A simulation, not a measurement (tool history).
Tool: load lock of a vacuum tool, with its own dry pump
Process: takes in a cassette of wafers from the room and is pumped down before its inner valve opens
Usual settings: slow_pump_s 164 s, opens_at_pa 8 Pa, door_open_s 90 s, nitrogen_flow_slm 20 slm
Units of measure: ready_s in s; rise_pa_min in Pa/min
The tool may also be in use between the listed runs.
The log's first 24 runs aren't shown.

run	hour	slow_pump_s	opens_at_pa	door_open_s	nitrogen_flow_slm	incoming humidity of the room's air, %	ready_s	rise_pa_min
25	2372	267	9	58	4	45.9	326.5	0.073
26	2456.4	267	9	58	4	42.1	329	0.06
27	2587.9	82	9	58	7	47.4	165.1	0.067
28	2690.8	101	8	58	9	45	185.9	0.062
29	2786	101	8	58	9	46.5	182.6	0.067
30	2918	254	9	125	15	50.2	313.5	0.101
31	3008.5	164	6	32	20	45.1	240.6	0.047
32	3070.9	164	6	32	20	42.8	241.3	0.046
33	3133.1	175	8	90	6	44.8	246.7	0.1
34	3243.3	164	9	112	20	44.9	237.6	0.084
35	3352.8	164	7	99	29	42	240.8	0.065
36	3431.2	91	8	90	20	42	175.3	0.075

Alternative continuations, all from the tool just after run 36; predict every row:
A	3561.8	91	8	90	26	44.6	?	?
B	3561.8	164	15	90	20	46.4	?	?
C	3561.8	201	11	173	20	46.1	?	?

run	ready_s	rise_pa_min
A	175.4	0.076
B	231.1	0.082
C	268.3	0.115
Had the tool no hidden state, the same runs would have come out as:
run	ready_s	rise_pa_min
A	168.8	0.054
B	225.7	0.059
C	263	0.093

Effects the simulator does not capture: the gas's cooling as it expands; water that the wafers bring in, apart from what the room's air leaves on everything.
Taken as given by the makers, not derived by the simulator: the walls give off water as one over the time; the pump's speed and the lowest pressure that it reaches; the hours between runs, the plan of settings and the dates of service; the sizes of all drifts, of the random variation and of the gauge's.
